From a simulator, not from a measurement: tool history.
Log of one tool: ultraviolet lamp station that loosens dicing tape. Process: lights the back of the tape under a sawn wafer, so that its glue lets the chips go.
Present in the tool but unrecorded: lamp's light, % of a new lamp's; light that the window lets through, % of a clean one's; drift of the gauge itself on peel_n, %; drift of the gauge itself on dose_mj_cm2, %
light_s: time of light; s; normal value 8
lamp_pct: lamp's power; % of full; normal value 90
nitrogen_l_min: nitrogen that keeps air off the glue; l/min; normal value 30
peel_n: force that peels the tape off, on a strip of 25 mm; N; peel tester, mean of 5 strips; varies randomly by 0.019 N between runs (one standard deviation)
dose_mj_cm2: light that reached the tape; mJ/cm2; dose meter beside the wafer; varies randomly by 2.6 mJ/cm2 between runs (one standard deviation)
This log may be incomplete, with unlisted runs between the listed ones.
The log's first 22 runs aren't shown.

run	hour	light_s	lamp_pct	nitrogen_l_min	hours of work of the lamp	hours of work since the window was cleaned	peel_n	dose_mj_cm2
23	359.3	8	90	30	338	132	1.181	294
24	380.9	6	77	14	349	143	3.375	186
25	390.5	10	63	10	354	147	2.693	256
26	400.6	10	81	10	359	152	1.825	334
27	412.7	15	72	37	365	158	0.469	441
28	430	8	61	55	373	167	1.912	199
29	451.4	9	90	17	384	178	1.346	328
30	466.4	8	76	30	391	185	1.751	243
31	487.5	5	90	56	402	196	2.293	181
32	507.9	12	65	10	412	206	2.042	312
33	519.8	15	90	10	418	212	0.7	539
34	539	8	90	30	428	221	1.343	284
35	557.6	8	90	30	437	231	1.327	285
36	575.4	14	90	55	446	240	0.318	489
37	588.8	5	90	50	453	246	2.463	175
38	608.7	8	90	22	463	256	1.612	281
39	628.3	5	67	21	472	266	4.711	127
40	639.5	10	95	11	478	272	1.457	366
41	659.1	4	84	11	488	281	5.327	129
42	675.9	6	84	29	496	290	2.621	192
43	688.8	7	90	30	503	296	1.938	231
44	709.6	5	90	40	513	307	2.75	169

Branching from run 44: 3 alternative next runs. What would each branch give?
A	725.6	12	94	25	521	315	?	?
B	725.6	8	71	30	521	315	?	?
C	725.6	9	90	40	521	315	?	?

run	peel_n	dose_mj_cm2
A	0.645	423
B	2.114	213
C	0.989	306
Without the tool's unlogged condition, the same runs would have read:
run	peel_n	dose_mj_cm2
A	0.39	533
B	1.412	269
C	0.592	385

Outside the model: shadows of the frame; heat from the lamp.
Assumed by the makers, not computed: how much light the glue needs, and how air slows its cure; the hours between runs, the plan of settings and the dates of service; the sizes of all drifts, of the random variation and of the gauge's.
